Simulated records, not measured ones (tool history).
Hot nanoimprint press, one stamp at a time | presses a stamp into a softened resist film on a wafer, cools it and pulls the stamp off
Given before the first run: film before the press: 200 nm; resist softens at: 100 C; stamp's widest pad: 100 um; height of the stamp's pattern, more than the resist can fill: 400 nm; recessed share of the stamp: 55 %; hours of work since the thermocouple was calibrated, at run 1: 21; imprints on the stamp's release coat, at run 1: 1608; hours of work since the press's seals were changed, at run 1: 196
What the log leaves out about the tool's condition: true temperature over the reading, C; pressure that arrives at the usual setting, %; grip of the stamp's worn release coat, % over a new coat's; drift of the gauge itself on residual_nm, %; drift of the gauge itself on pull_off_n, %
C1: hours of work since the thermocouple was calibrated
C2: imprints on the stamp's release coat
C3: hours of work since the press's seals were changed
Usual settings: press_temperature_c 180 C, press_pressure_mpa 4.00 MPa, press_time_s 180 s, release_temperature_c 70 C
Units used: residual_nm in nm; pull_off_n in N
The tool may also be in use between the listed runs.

Run 1, hour 0.0: usual settings; C1 21; C2 1608; C3 196. Result: residual_nm 94.0 nm, pull_off_n 332 N.
Run 2, hour 8.2: usual settings; C1 25; C2 1629; C3 200. Result: residual_nm 94.1 nm, pull_off_n 342 N.
Run 3, hour 15.1: usual settings; C1 28; C2 1647; C3 203. Result: residual_nm 93.6 nm, pull_off_n 326 N.
Run 4, hour 25.3: usual settings; C1 33; C2 1673; C3 208. Result: residual_nm 94.7 nm, pull_off_n 348 N.
Run 5, hour 30.5: usual settings but press_temperature_c 170 C; C1 36; C2 1686; C3 211. Result: residual_nm 122.8 nm, pull_off_n 353 N.
Run 6, hour 40.6: usual settings but press_temperature_c 170 C; C1 41; C2 1712; C3 215. Result: residual_nm 121.9 nm, pull_off_n 348 N.
Run 7, hour 50.5: usual settings but release_temperature_c 68 C; C1 45; C2 1738; C3 220. Result: residual_nm 94.0 nm, pull_off_n 377 N.
Run 8, hour 59.1: usual settings but release_temperature_c 64 C; C1 50; C2 1760; C3 224. Result: residual_nm 94.2 nm, pull_off_n 392 N.
Run 9, hour 65.9: usual settings but release_temperature_c 64 C; C1 53; C2 1777; C3 228. Result: residual_nm 95.2 nm, pull_off_n 400 N.
Run 10, hour 74.2: usual settings but release_temperature_c 64 C; C1 57; C2 1799; C3 232. Result: residual_nm 93.8 nm, pull_off_n 391 N.
Run 11, hour 79.7: usual settings but release_temperature_c 64 C; C1 60; C2 1813; C3 234. Result: residual_nm 94.4 nm, pull_off_n 399 N.
Run 12, hour 87.3: usual settings but release_temperature_c 64 C; C1 63; C2 1832; C3 238. Result: residual_nm 94.5 nm, pull_off_n 396 N.
Run 13, hour 92.8: usual settings; C1 66; C2 1846; C3 240. Result: residual_nm 94.8 nm, pull_off_n 355 N.
Run 14, hour 101.6: usual settings but press_time_s 152 s; C1 70; C2 1869; C3 245. Result: residual_nm 100.5 nm, pull_off_n 358 N.
At hour 105.6: plate thermocouple calibrated.
Run 15, hour 111.3: usual settings but press_time_s 293 s, release_temperature_c 64 C; C1 3; C2 1886; C3 248. Result: residual_nm 79.8 nm, pull_off_n 406 N.
Run 16, hour 117.7: usual settings but press_time_s 293 s, release_temperature_c 64 C; C1 6; C2 1903; C3 251. Result: residual_nm 80.7 nm, pull_off_n 413 N.
Run 17, hour 126.4: usual settings but press_time_s 293 s, release_temperature_c 64 C; C1 10; C2 1925; C3 255. Result: residual_nm 80.4 nm, pull_off_n 429 N.
Run 18, hour 134.3: usual settings but press_time_s 293 s, release_temperature_c 64 C; C1 14; C2 1946; C3 259. Result: residual_nm 81.1 nm, pull_off_n 408 N.
Run 19, hour 144.4: usual settings but press_pressure_mpa 2.83 MPa, press_time_s 225 s, release_temperature_c 60 C; C1 19; C2 1971; C3 264. Result: residual_nm 105.4 nm, pull_off_n 448 N.
Run 20, hour 152.3: usual settings but press_temperature_c 189 C, press_pressure_mpa 2.83 MPa, press_time_s 225 s, release_temperature_c 60 C; C1 22; C2 1992; C3 268. Result: residual_nm 83.9 nm, pull_off_n 455 N.
Run 21, hour 159.1: usual settings but press_temperature_c 189 C, press_pressure_mpa 2.83 MPa, press_time_s 225 s, release_temperature_c 60 C; C1 26; C2 2009; C3 271. Result: residual_nm 84.0 nm, pull_off_n 462 N.
Run 22, hour 167.3: usual settings but press_temperature_c 169 C, press_pressure_mpa 2.83 MPa, press_time_s 225 s, release_temperature_c 67 C; C1 30; C2 2031; C3 275. Result: residual_nm 137.4 nm, pull_off_n 412 N.
At hour 171.9: plate thermocouple calibrated, once more.
Run 23, hour 177.4: usual settings but press_temperature_c 169 C, press_pressure_mpa 2.72 MPa, press_time_s 121 s, release_temperature_c 63 C; C1 3; C2 2049; C3 278. Result: residual_nm 157.0 nm, pull_off_n 426 N.
Run 24, hour 186.8: usual settings but press_temperature_c 169 C, press_pressure_mpa 2.72 MPa, press_time_s 121 s, release_temperature_c 63 C; C1 7; C2 2073; C3 283. Result: residual_nm 156.8 nm, pull_off_n 426 N.
Run 25, hour 195.5: usual settings but press_temperature_c 188 C, press_pressure_mpa 2.72 MPa, press_time_s 102 s, release_temperature_c 63 C; C1 11; C2 2095; C3 287. Result: residual_nm 113.8 nm, pull_off_n 441 N.
Run 26, hour 199.9: usual settings but press_temperature_c 188 C, press_pressure_mpa 2.72 MPa, press_time_s 144 s, release_temperature_c 58 C; C1 13; C2 2107; C3 289. Result: residual_nm 101.6 nm, pull_off_n 466 N.
Run 27, hour 205.4: usual settings but press_temperature_c 188 C, press_pressure_mpa 2.72 MPa, press_time_s 144 s, release_temperature_c 58 C; C1 16; C2 2121; C3 292. Result: residual_nm 100.5 nm, pull_off_n 492 N.
Run 28, hour 212.0: usual settings but press_temperature_c 179 C, press_pressure_mpa 4.50 MPa, press_time_s 144 s, release_temperature_c 58 C; C1 19; C2 2138; C3 295. Result: residual_nm 98.7 nm, pull_off_n 476 N.

Here are 5 independent what-if runs from the current tool condition. What would each one return?
Run A, hour 222.1: usual settings but press_temperature_c 179 C, press_pressure_mpa 2.42 MPa, press_time_s 144 s, release_temperature_c 58 C; C1 24; C2 2164; C3 300. Result: residual_nm ?, pull_off_n ?.
Run B, hour 222.1: usual settings but press_pressure_mpa 4.92 MPa, press_time_s 358 s; C1 24; C2 2164; C3 300. Result: residual_nm ?, pull_off_n ?.
Run C, hour 222.1: usual settings but press_temperature_c 179 C, press_pressure_mpa 5.56 MPa, press_time_s 144 s, release_temperature_c 74 C; C1 24; C2 2164; C3 300. Result: residual_nm ?, pull_off_n ?.
Run D, hour 222.1: usual settings but press_temperature_c 179 C, press_pressure_mpa 2.71 MPa, press_time_s 144 s, release_temperature_c 62 C; C1 24; C2 2164; C3 300. Result: residual_nm ?, pull_off_n ?.
Run E, hour 222.1: usual settings but press_temperature_c 179 C, press_pressure_mpa 4.50 MPa, press_time_s 154 s, release_temperature_c 76 C; C1 24; C2 2164; C3 300. Result: residual_nm ?, pull_off_n ?.

run  residual_nm  pull_off_n
  A        131.2         485
  B         66.8         408
  C         89.0         371
  D        125.1         458
  E         95.6         356
With the hidden condition removed and each run's random variation left untouched, the same runs would have given:
run  residual_nm  pull_off_n
  A        130.1         232
  B         65.4         195
  C         87.1         177
  D        123.8         219
  E         93.9         170
